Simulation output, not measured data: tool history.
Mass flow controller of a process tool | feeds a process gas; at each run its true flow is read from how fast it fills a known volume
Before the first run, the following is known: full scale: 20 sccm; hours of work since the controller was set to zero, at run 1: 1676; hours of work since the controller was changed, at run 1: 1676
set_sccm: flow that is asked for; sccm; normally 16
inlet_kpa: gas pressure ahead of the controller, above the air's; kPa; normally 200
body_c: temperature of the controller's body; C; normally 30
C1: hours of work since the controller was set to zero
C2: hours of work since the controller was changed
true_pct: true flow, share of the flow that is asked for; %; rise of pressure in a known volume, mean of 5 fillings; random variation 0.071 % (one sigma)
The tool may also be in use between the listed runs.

run 1 hour=0.0 | set_sccm=16 inlet_kpa=200 body_c=30 | C1=1676 C2=1676 | true_pct=100.36
run 2 hour=76.0 | set_sccm=16 inlet_kpa=200 body_c=30 | C1=1718 C2=1718 | true_pct=100.42
run 3 hour=165.3 | set_sccm=16 inlet_kpa=200 body_c=30 | C1=1768 C2=1768 | true_pct=100.46
run 4 hour=204.5 | set_sccm=16 inlet_kpa=200 body_c=30 | C1=1790 C2=1790 | true_pct=100.41
run 5 hour=270.4 | set_sccm=16 inlet_kpa=200 body_c=30 | C1=1827 C2=1827 | true_pct=100.33
run 6 hour=310.5 | set_sccm=16 inlet_kpa=200 body_c=30 | C1=1849 C2=1849 | true_pct=100.31
run 7 hour=382.2 | set_sccm=16 inlet_kpa=200 body_c=30 | C1=1889 C2=1889 | true_pct=100.42
run 8 hour=455.9 | set_sccm=16 inlet_kpa=200 body_c=30 | C1=1930 C2=1930 | true_pct=100.40
run 9 hour=512.6 | set_sccm=16 inlet_kpa=200 body_c=30 | C1=1962 C2=1962 | true_pct=100.37
run 10 hour=551.1 | set_sccm=16 inlet_kpa=200 body_c=30 | C1=1983 C2=1983 | true_pct=100.41
run 11 hour=622.9 | set_sccm=16 inlet_kpa=200 body_c=30 | C1=2023 C2=2023 | true_pct=100.37
run 12 hour=706.0 | set_sccm=16 inlet_kpa=200 body_c=30 | C1=2070 C2=2070 | true_pct=100.45
run 13 hour=783.8 | set_sccm=16 inlet_kpa=200 body_c=30 | C1=2113 C2=2113 | true_pct=100.40
run 14 hour=825.4 | set_sccm=16 inlet_kpa=200 body_c=30 | C1=2136 C2=2136 | true_pct=100.39
run 15 hour=865.7 | set_sccm=16 inlet_kpa=200 body_c=30 | C1=2159 C2=2159 | true_pct=100.36
run 16 hour=913.9 | set_sccm=16 inlet_kpa=200 body_c=30 | C1=2186 C2=2186 | true_pct=100.47
run 17 hour=950.0 | set_sccm=5 inlet_kpa=200 body_c=30 | C1=2206 C2=2206 | true_pct=99.85
run 18 hour=1034.0 | set_sccm=14 inlet_kpa=200 body_c=30 | C1=2253 C2=2253 | true_pct=100.34
run 19 hour=1123.5 | set_sccm=16 inlet_kpa=215 body_c=30 | C1=2303 C2=2303 | true_pct=100.30
run 20 hour=1174.6 | set_sccm=16 inlet_kpa=200 body_c=30 | C1=2331 C2=2331 | true_pct=100.39
run 21 hour=1245.0 | set_sccm=16 inlet_kpa=195 body_c=30 | C1=2371 C2=2371 | true_pct=100.44
run 22 hour=1300.6 | set_sccm=16 inlet_kpa=195 body_c=30 | C1=2402 C2=2402 | true_pct=100.38
run 23 hour=1349.3 | set_sccm=7 inlet_kpa=200 body_c=30 | C1=2429 C2=2429 | true_pct=99.98
run 24 hour=1408.4 | set_sccm=7 inlet_kpa=152 body_c=30 | C1=2462 C2=2462 | true_pct=100.20
run 25 hour=1469.8 | set_sccm=16 inlet_kpa=147 body_c=24 | C1=2496 C2=2496 | true_pct=100.09
run 26 hour=1554.4 | set_sccm=3 inlet_kpa=161 body_c=29 | C1=2544 C2=2544 | true_pct=99.94
run 27 hour=1598.3 | set_sccm=3 inlet_kpa=174 body_c=27 | C1=2568 C2=2568 | true_pct=99.53
run 28 hour=1651.9 | set_sccm=3 inlet_kpa=215 body_c=27 | C1=2598 C2=2598 | true_pct=99.22
run 29 hour=1739.9 | set_sccm=3 inlet_kpa=198 body_c=23 | C1=2647 C2=2647 | true_pct=98.83
run 30 hour=1810.5 | set_sccm=17 inlet_kpa=152 body_c=27 | C1=2687 C2=2687 | true_pct=100.40
run 31 hour=1881.1 | set_sccm=12 inlet_kpa=170 body_c=27 | C1=2726 C2=2726 | true_pct=100.00
run 32 hour=1956.8 | set_sccm=12 inlet_kpa=161 body_c=28 | C1=2768 C2=2768 | true_pct=100.31
run 33 hour=2041.0 | set_sccm=12 inlet_kpa=161 body_c=28 | C1=2815 C2=2815 | true_pct=100.26
run 34 hour=2127.2 | set_sccm=3 inlet_kpa=234 body_c=38 | C1=2863 C2=2863 | true_pct=100.41
run 35 hour=2202.5 | set_sccm=2 inlet_kpa=200 body_c=25 | C1=2905 C2=2905 | true_pct=99.06
run 36 hour=2290.6 | set_sccm=12 inlet_kpa=229 body_c=25 | C1=2955 C2=2955 | true_pct=99.45
run 37 hour=2364.6 | set_sccm=3 inlet_kpa=178 body_c=25 | C1=2996 C2=2996 | true_pct=99.32
run 38 hour=2409.7 | set_sccm=4 inlet_kpa=166 body_c=30 | C1=3021 C2=3021 | true_pct=99.94
run 39 hour=2498.1 | set_sccm=3 inlet_kpa=265 body_c=30 | C1=3070 C2=3070 | true_pct=99.29
run 40 hour=2582.9 | set_sccm=3 inlet_kpa=163 body_c=25 | C1=3118 C2=3118 | true_pct=99.39
run 41 hour=2635.1 | set_sccm=17 inlet_kpa=200 body_c=20 | C1=3147 C2=3147 | true_pct=99.25
run 42 hour=2702.7 | set_sccm=4 inlet_kpa=200 body_c=30 | C1=3185 C2=3185 | true_pct=99.70
run 43 hour=2765.0 | set_sccm=4 inlet_kpa=237 body_c=24 | C1=3219 C2=3219 | true_pct=98.91
run 44 hour=2815.6 | set_sccm=4 inlet_kpa=171 body_c=33 | C1=3248 C2=3248 | true_pct=100.30
run 45 hour=2887.3 | set_sccm=9 inlet_kpa=221 body_c=24 | C1=3288 C2=3288 | true_pct=99.20
run 46 hour=2974.0 | set_sccm=2 inlet_kpa=249 body_c=27 | C1=3336 C2=3336 | true_pct=98.90
run 47 hour=3025.8 | set_sccm=2 inlet_kpa=249 body_c=27 | C1=3365 C2=3365 | true_pct=99.13
run 48 hour=3113.9 | set_sccm=7 inlet_kpa=159 body_c=21 | C1=3414 C2=3414 | true_pct=99.29

Each row is a separate what-if for the run after 48, all from the same tool condition, not one after another. Results?
run A hour=3168.7 | set_sccm=15 inlet_kpa=159 body_c=25 | C1=3445 C2=3445 | true_pct=?
run B hour=3168.7 | set_sccm=4 inlet_kpa=200 body_c=30 | C1=3445 C2=3445 | true_pct=?
run C hour=3168.7 | set_sccm=16 inlet_kpa=158 body_c=33 | C1=3445 C2=3445 | true_pct=?

run=A true_pct=100.14
run=B true_pct=99.80
run=C true_pct=101.13
With the hidden condition removed and each run's random variation left untouched, the same runs would have given:
run=A true_pct=100.15
run=B true_pct=99.80
run=C true_pct=101.14

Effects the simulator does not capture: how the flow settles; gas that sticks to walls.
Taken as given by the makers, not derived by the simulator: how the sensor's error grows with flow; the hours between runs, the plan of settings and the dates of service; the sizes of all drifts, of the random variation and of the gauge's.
